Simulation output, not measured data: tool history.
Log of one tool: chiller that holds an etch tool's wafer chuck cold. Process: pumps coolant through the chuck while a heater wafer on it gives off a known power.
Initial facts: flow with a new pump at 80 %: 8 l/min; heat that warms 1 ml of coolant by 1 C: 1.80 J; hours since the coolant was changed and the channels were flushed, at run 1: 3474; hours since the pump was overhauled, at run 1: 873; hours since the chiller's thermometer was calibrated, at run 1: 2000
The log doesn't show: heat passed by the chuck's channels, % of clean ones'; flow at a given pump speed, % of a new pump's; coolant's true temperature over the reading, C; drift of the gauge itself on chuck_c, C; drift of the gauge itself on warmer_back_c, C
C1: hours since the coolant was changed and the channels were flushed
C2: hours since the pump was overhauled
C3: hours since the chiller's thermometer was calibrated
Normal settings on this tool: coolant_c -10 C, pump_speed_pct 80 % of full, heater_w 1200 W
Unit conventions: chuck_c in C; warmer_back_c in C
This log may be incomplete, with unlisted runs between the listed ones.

Run 1, hour 0.0: usual settings; C1 3474; C2 873; C3 2000. Result: chuck_c 5.8 C, warmer_back_c 5.15 C.
Run 2, hour 25.8: usual settings; C1 3499; C2 899; C3 2025. Result: chuck_c 5.7 C, warmer_back_c 5.15 C.
Run 3, hour 44.3: usual settings; C1 3518; C2 917; C3 2044. Result: chuck_c 5.8 C, warmer_back_c 5.12 C.
Run 4, hour 60.1: usual settings but pump_speed_pct 63 % of full; C1 3534; C2 933; C3 2060. Result: chuck_c 9.2 C, warmer_back_c 6.60 C.
Run 5, hour 79.1: usual settings but pump_speed_pct 63 % of full; C1 3553; C2 952; C3 2079. Result: chuck_c 9.2 C, warmer_back_c 6.57 C.
Run 6, hour 100.7: usual settings but heater_w 1715 W; C1 3574; C2 974; C3 2100. Result: chuck_c 12.3 C, warmer_back_c 7.34 C.
Run 7, hour 128.9: usual settings but heater_w 1055 W; C1 3603; C2 1002; C3 2129. Result: chuck_c 3.9 C, warmer_back_c 4.52 C.
Run 8, hour 154.5: usual settings but heater_w 1055 W; C1 3628; C2 1027; C3 2154. Result: chuck_c 4.0 C, warmer_back_c 4.50 C.
Run 9, hour 183.5: usual settings but heater_w 1055 W; C1 3657; C2 1056; C3 2183. Result: chuck_c 4.1 C, warmer_back_c 4.53 C.
Run 10, hour 216.0: usual settings but heater_w 900 W; C1 3690; C2 1089; C3 2216. Result: chuck_c 2.1 C, warmer_back_c 3.82 C.
Run 11, hour 231.9: usual settings but heater_w 900 W; C1 3706; C2 1105; C3 2232. Result: chuck_c 2.0 C, warmer_back_c 3.89 C.
Run 12, hour 247.2: usual settings but heater_w 900 W; C1 3721; C2 1120; C3 2247. Result: chuck_c 2.1 C, warmer_back_c 3.79 C.
Run 13, hour 271.4: usual settings but heater_w 900 W; C1 3745; C2 1144; C3 2271. Result: chuck_c 2.2 C, warmer_back_c 3.84 C.
Run 14, hour 286.8: usual settings but heater_w 900 W; C1 3760; C2 1160; C3 2286. Result: chuck_c 2.0 C, warmer_back_c 3.82 C.
Run 15, hour 310.5: usual settings but heater_w 900 W; C1 3784; C2 1183; C3 2310. Result: chuck_c 2.2 C, warmer_back_c 3.85 C.
Run 16, hour 339.0: usual settings but heater_w 900 W; C1 3813; C2 1212; C3 2339. Result: chuck_c 2.1 C, warmer_back_c 3.83 C.
Run 17, hour 357.8: usual settings but pump_speed_pct 75 % of full; C1 3831; C2 1231; C3 2357. Result: chuck_c 6.8 C, warmer_back_c 5.50 C.
Run 18, hour 375.1: usual settings but coolant_c -15 C, pump_speed_pct 64 % of full; C1 3849; C2 1248; C3 2375. Result: chuck_c 4.2 C, warmer_back_c 6.58 C.
Run 19, hour 407.6: usual settings but coolant_c -4 C, pump_speed_pct 73 % of full; C1 3881; C2 1280; C3 2407. Result: chuck_c 13.3 C, warmer_back_c 5.66 C.
Run 20, hour 422.0: usual settings but coolant_c -1 C, pump_speed_pct 73 % of full; C1 3896; C2 1295; C3 2422. Result: chuck_c 16.2 C, warmer_back_c 5.67 C.
Run 21, hour 440.6: usual settings but coolant_c -1 C, pump_speed_pct 73 % of full; C1 3914; C2 1314; C3 2440. Result: chuck_c 16.4 C, warmer_back_c 5.68 C.
Run 22, hour 463.2: usual settings but pump_speed_pct 62 % of full, heater_w 1140 W; C1 3937; C2 1336; C3 2463. Result: chuck_c 8.8 C, warmer_back_c 6.46 C.
Run 23, hour 480.5: usual settings but coolant_c -16 C, pump_speed_pct 89 % of full, heater_w 1054 W; C1 3954; C2 1353; C3 2480. Result: chuck_c -2.9 C, warmer_back_c 4.06 C.
Run 24, hour 495.4: usual settings but coolant_c -1 C, pump_speed_pct 78 % of full, heater_w 1054 W; C1 3969; C2 1368; C3 2495. Result: chuck_c 13.7 C, warmer_back_c 4.63 C.
Run 25, hour 521.3: usual settings but coolant_c -1 C, pump_speed_pct 89 % of full, heater_w 1054 W; C1 3995; C2 1394; C3 2521. Result: chuck_c 12.1 C, warmer_back_c 4.07 C.
Run 26, hour 541.2: usual settings but coolant_c -7 C, pump_speed_pct 72 % of full, heater_w 949 W; C1 4015; C2 1414; C3 2541. Result: chuck_c 7.2 C, warmer_back_c 4.54 C.
Run 27, hour 554.7: usual settings but coolant_c -18 C, pump_speed_pct 79 % of full, heater_w 1500 W; C1 4028; C2 1428; C3 2554. Result: chuck_c 2.5 C, warmer_back_c 6.63 C.
Run 28, hour 571.9: usual settings but coolant_c -18 C, pump_speed_pct 79 % of full, heater_w 1500 W; C1 4046; C2 1445; C3 2572. Result: chuck_c 2.3 C, warmer_back_c 6.58 C.
Run 29, hour 593.5: usual settings but coolant_c -16 C, pump_speed_pct 62 % of full, heater_w 772 W; C1 4067; C2 1466; C3 2593. Result: chuck_c -3.0 C, warmer_back_c 4.36 C.
Run 30, hour 607.8: usual settings but coolant_c -16 C, pump_speed_pct 62 % of full, heater_w 772 W; C1 4082; C2 1481; C3 2607. Result: chuck_c -3.1 C, warmer_back_c 4.34 C.
Run 31, hour 635.7: usual settings but coolant_c -11 C, pump_speed_pct 89 % of full, heater_w 1015 W; C1 4109; C2 1509; C3 2635. Result: chuck_c 1.8 C, warmer_back_c 3.95 C.
Run 32, hour 665.6: usual settings but coolant_c -11 C, pump_speed_pct 89 % of full, heater_w 1015 W; C1 4139; C2 1539; C3 2665. Result: chuck_c 1.9 C, warmer_back_c 3.96 C.

Below are 4 alternative next runs, each starting from the tool's condition after run 32. Predict each:
Run A, hour 689.2: usual settings but coolant_c -4 C, pump_speed_pct 89 % of full, heater_w 1015 W; C1 4163; C2 1562; C3 2689. Result: chuck_c ?, warmer_back_c ?.
Run B, hour 689.2: usual settings but coolant_c -11 C, pump_speed_pct 89 % of full, heater_w 1371 W; C1 4163; C2 1562; C3 2689. Result: chuck_c ?, warmer_back_c ?.
Run C, hour 689.2: usual settings but coolant_c -8 C, pump_speed_pct 67 % of full, heater_w 1796 W; C1 4163; C2 1562; C3 2689. Result: chuck_c ?, warmer_back_c ?.
Run D, hour 689.2: usual settings but pump_speed_pct 90 % of full, heater_w 833 W; C1 4163; C2 1562; C3 2689. Result: chuck_c ?, warmer_back_c ?.

run  chuck_c  warmer_back_c
  A      8.5           3.91
  B      5.9           5.33
  C     20.1           9.44
  D      0.4           3.18
Without the tool's hidden state the same runs would have given:
run  chuck_c  warmer_back_c
  A      6.8           3.75
  B      3.8           5.11
  C     16.9           9.06
  D     -1.1           3.05
